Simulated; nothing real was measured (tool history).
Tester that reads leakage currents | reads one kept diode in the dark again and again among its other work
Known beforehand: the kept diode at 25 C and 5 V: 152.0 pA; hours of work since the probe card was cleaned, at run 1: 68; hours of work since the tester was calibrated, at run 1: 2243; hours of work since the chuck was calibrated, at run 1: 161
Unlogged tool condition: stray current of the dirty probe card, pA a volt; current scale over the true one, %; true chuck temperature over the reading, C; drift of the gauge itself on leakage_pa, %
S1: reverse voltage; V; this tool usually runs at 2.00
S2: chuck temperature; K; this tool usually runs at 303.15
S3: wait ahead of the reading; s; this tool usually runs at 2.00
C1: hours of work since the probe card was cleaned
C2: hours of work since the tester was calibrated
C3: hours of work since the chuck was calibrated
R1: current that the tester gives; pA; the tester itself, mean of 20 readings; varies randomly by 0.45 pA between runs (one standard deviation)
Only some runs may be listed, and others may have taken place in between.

{"run": 1, "hour": 0.0, "S1": 2.0, "S2": 303.15, "S3": 2.0, "C1": 68, "C2": 2243, "C3": 161, "R1": 149.34}
{"run": 2, "hour": 79.7, "S1": 2.0, "S2": 301.15, "S3": 2.0, "C1": 120, "C2": 2295, "C3": 213, "R1": 130.02}
{"run": 3, "hour": 157.2, "S1": 2.0, "S2": 303.15, "S3": 2.0, "C1": 170, "C2": 2345, "C3": 264, "R1": 149.89}
{"run": 4, "hour": 244.0, "S1": 2.0, "S2": 303.15, "S3": 2.0, "C1": 227, "C2": 2402, "C3": 320, "R1": 149.08}
{"run": 5, "hour": 292.1, "S1": 2.0, "S2": 303.15, "S3": 6.53, "C1": 258, "C2": 2434, "C3": 352, "R1": 149.87}
{"run": 6, "hour": 340.0, "S1": 2.0, "S2": 303.15, "S3": 6.53, "C1": 290, "C2": 2465, "C3": 383, "R1": 148.56}
{"run": 7, "hour": 405.0, "S1": 2.0, "S2": 303.15, "S3": 2.0, "C1": 332, "C2": 2507, "C3": 425, "R1": 148.96}
{"run": 8, "hour": 491.4, "S1": 2.0, "S2": 303.15, "S3": 2.0, "C1": 388, "C2": 2564, "C3": 482, "R1": 150.0}
{"run": 9, "hour": 573.3, "S1": 5.02, "S2": 303.15, "S3": 2.0, "C1": 442, "C2": 2617, "C3": 535, "R1": 221.07}
{"run": 10, "hour": 653.8, "S1": 5.02, "S2": 303.15, "S3": 2.0, "C1": 495, "C2": 2670, "C3": 588, "R1": 220.69}
{"run": 11, "hour": 740.3, "S1": 2.0, "S2": 307.15, "S3": 2.0, "C1": 551, "C2": 2726, "C3": 644, "R1": 198.45}
{"run": 12, "hour": 786.8, "S1": 2.0, "S2": 319.15, "S3": 2.0, "C1": 581, "C2": 2756, "C3": 675, "R1": 450.37}
{"run": 13, "hour": 865.1, "S1": 2.0, "S2": 319.15, "S3": 2.0, "C1": 632, "C2": 2808, "C3": 726, "R1": 448.03}
{"run": 14, "hour": 951.9, "S1": 2.0, "S2": 319.15, "S3": 2.0, "C1": 689, "C2": 2864, "C3": 782, "R1": 451.46}
{"run": 15, "hour": 1029.7, "S1": 2.0, "S2": 296.15, "S3": 2.0, "C1": 740, "C2": 2915, "C3": 833, "R1": 88.98}
{"run": 16, "hour": 1118.5, "S1": 2.0, "S2": 296.15, "S3": 2.0, "C1": 798, "C2": 2973, "C3": 891, "R1": 88.77}
{"run": 17, "hour": 1185.4, "S1": 2.0, "S2": 296.15, "S3": 2.0, "C1": 842, "C2": 3017, "C3": 935, "R1": 89.19}
{"run": 18, "hour": 1263.1, "S1": 2.0, "S2": 296.15, "S3": 2.0, "C1": 892, "C2": 3067, "C3": 986, "R1": 88.9}
{"run": 19, "hour": 1313.1, "S1": 2.0, "S2": 296.15, "S3": 2.0, "C1": 925, "C2": 3100, "C3": 1018, "R1": 88.43}
{"run": 20, "hour": 1390.3, "S1": 2.0, "S2": 310.15, "S3": 0.35, "C1": 975, "C2": 3150, "C3": 1069, "R1": 245.58}
{"run": 21, "hour": 1470.8, "S1": 2.36, "S2": 310.15, "S3": 9.24, "C1": 1028, "C2": 3203, "C3": 1121, "R1": 264.16}
{"run": 22, "hour": 1535.8, "S1": 16.14, "S2": 331.15, "S3": 3.03, "C1": 1070, "C2": 3245, "C3": 1164, "R1": 2315.22}
{"hour": 1546.0, "done": "chuck's temperature calibrated"}
{"run": 23, "hour": 1576.3, "S1": 2.0, "S2": 312.15, "S3": 2.23, "C1": 1095, "C2": 3271, "C3": 20, "R1": 281.75}
{"run": 24, "hour": 1647.0, "S1": 1.62, "S2": 298.15, "S3": 0.72, "C1": 1142, "C2": 3317, "C3": 66, "R1": 94.17}
{"run": 25, "hour": 1708.4, "S1": 2.0, "S2": 303.15, "S3": 3.51, "C1": 1182, "C2": 3357, "C3": 106, "R1": 149.34}
{"run": 26, "hour": 1755.5, "S1": 2.0, "S2": 303.15, "S3": 3.51, "C1": 1212, "C2": 3388, "C3": 137, "R1": 148.57}
{"run": 27, "hour": 1806.4, "S1": 5.16, "S2": 303.15, "S3": 1.43, "C1": 1246, "C2": 3421, "C3": 170, "R1": 222.22}
{"run": 28, "hour": 1889.6, "S1": 5.16, "S2": 303.15, "S3": 1.43, "C1": 1300, "C2": 3475, "C3": 224, "R1": 222.83}
{"run": 29, "hour": 1940.1, "S1": 2.0, "S2": 322.15, "S3": 7.66, "C1": 1333, "C2": 3508, "C3": 257, "R1": 544.79}
{"run": 30, "hour": 2010.1, "S1": 1.26, "S2": 304.15, "S3": 3.08, "C1": 1379, "C2": 3554, "C3": 303, "R1": 131.72}
{"run": 31, "hour": 2054.1, "S1": 1.26, "S2": 325.15, "S3": 3.08, "C1": 1407, "C2": 3582, "C3": 332, "R1": 544.9}
{"run": 32, "hour": 2125.7, "S1": 9.33, "S2": 298.15, "S3": 8.52, "C1": 1454, "C2": 3629, "C3": 378, "R1": 197.35}

Estimate the outcome of run 33 from the log above:
{"run": 33, "hour": 2179.8, "S1": 2.0, "S2": 303.15, "S3": 0.73, "C1": 1489, "C2": 3665, "C3": 414, "R1": "?"}

{"run 33": {"R1": 149.32}}
If the tool had no hidden condition, the same run with the same run-to-run variation would have returned R1 149.34 pA.

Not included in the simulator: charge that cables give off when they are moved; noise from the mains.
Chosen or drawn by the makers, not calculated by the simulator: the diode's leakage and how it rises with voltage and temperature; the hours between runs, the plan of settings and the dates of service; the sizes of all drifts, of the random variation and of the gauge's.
